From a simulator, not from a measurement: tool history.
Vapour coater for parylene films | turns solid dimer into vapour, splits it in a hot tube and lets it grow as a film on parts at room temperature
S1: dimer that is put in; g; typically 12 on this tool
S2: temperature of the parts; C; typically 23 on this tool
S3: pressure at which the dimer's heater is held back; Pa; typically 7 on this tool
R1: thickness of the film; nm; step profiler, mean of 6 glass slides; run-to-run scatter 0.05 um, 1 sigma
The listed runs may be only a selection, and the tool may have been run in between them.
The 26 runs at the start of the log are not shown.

run	day	S1	S2	S3	R1
# day 55.65: table's thermometer calibrated
27	57.108	12	18	7	7260
28	60.046	12	18	7	7170
29	62.933	12	20	7.8	6410
30	64.583	12	23	3.5	6600
# day 66.283: trap's valve overhauled
31	67.683	12	16	7	7910
32	69.375	12	16	7	8000
33	70.883	12	16	7	7870
34	72.171	12	16	7	7880
35	73.729	12	16	7	7890

Below are 5 alternative next runs, each starting from the tool's condition after run 35. Predict each:
A	74.958	11	23	2.99	?
B	74.958	14	23	8.92	?
C	74.958	12	21	3.73	?
D	74.958	15	16	7	?
E	74.958	15	16	7	?

run	R1
A	6160
B	6350
C	7100
D	9780
E	9950
With no hidden state in the tool, these same runs would have given:
run	R1
A	6180
B	6370
C	7120
D	9800
E	9970

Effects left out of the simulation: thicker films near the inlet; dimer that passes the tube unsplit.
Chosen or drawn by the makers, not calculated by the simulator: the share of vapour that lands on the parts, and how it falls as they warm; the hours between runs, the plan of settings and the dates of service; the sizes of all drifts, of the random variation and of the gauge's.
